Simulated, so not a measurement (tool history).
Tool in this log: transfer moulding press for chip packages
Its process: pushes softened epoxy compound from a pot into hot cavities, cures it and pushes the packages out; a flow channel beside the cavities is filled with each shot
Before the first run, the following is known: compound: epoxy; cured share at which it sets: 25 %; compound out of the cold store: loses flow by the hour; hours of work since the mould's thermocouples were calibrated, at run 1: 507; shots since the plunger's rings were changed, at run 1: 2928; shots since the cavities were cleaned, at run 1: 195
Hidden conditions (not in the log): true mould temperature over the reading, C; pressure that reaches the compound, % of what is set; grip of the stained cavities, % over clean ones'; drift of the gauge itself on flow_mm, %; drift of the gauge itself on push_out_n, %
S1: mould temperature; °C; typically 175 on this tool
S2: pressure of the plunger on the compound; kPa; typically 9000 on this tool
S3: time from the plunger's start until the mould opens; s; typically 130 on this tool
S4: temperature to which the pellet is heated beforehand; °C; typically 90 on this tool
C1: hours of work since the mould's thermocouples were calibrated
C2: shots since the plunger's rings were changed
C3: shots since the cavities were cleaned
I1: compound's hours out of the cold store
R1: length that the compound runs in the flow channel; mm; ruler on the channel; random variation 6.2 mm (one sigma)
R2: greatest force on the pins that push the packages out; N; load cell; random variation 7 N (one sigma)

run	day	S1	S2	S3	S4	C1	C2	C3	I1	R1	R2
1	0	175	9000	130	90	507	2928	195	37.5	670	376
2	0.588	175	9000	130	90	518	3096	363	9.6	755	445
3	0.892	175	9000	130	90	524	3184	451	38.8	661	464
4	1.342	175	9000	130	90	532	3311	578	15.1	741	524
5	1.988	175	9000	130	90	545	3497	764	42.7	658	552
6	2.471	175	9000	130	90	554	3635	902	31.1	699	556
# day 2.629: cavities cleaned with cleaning compound and waxed
# day 2.912: mould's thermocouples calibrated
7	2.917	175	9000	130	90	0	3721	59	44.9	648	330
8	3.229	175	9000	130	90	6	3810	148	45.9	649	380
9	3.708	175	9000	130	99	15	3947	285	21.4	719	456
10	4.125	175	7950	130	90	23	4066	404	24.5	674	505
11	4.629	175	9000	124	89	33	4210	548	12.4	750	585
12	5.121	175	9000	130	84	42	4350	688	11.5	754	577
13	5.429	175	9000	130	84	48	4439	777	46.2	631	558
# day 5.988: cavities cleaned with cleaning compound and waxed
14	6.183	175	9000	130	84	62	4636	55	33.8	679	321
15	6.488	182	9000	145	84	67	4724	143	46.8	634	318
16	7.017	171	9000	130	88	78	4875	294	12.5	756	602
17	7.654	175	9000	130	93	90	5057	476	40.5	652	505

What if the next run were any one of these 4? Each begins from the tool's condition after run 17:
A	8.108	177	10900	130	90	99	5187	606	32.5	?	?
B	8.108	175	9000	143	97	99	5187	606	13.5	?	?
C	8.108	175	9000	130	91	99	5187	606	36.7	?	?
D	8.108	174	9000	154	86	99	5187	606	42.9	?	?

run	R1	R2
A	731	513
B	730	503
C	661	548
D	647	488
With the hidden condition removed and each run's random variation left untouched, the same runs would have given:
run	R1	R2
A	774	269
B	773	263
C	700	281
D	686	249
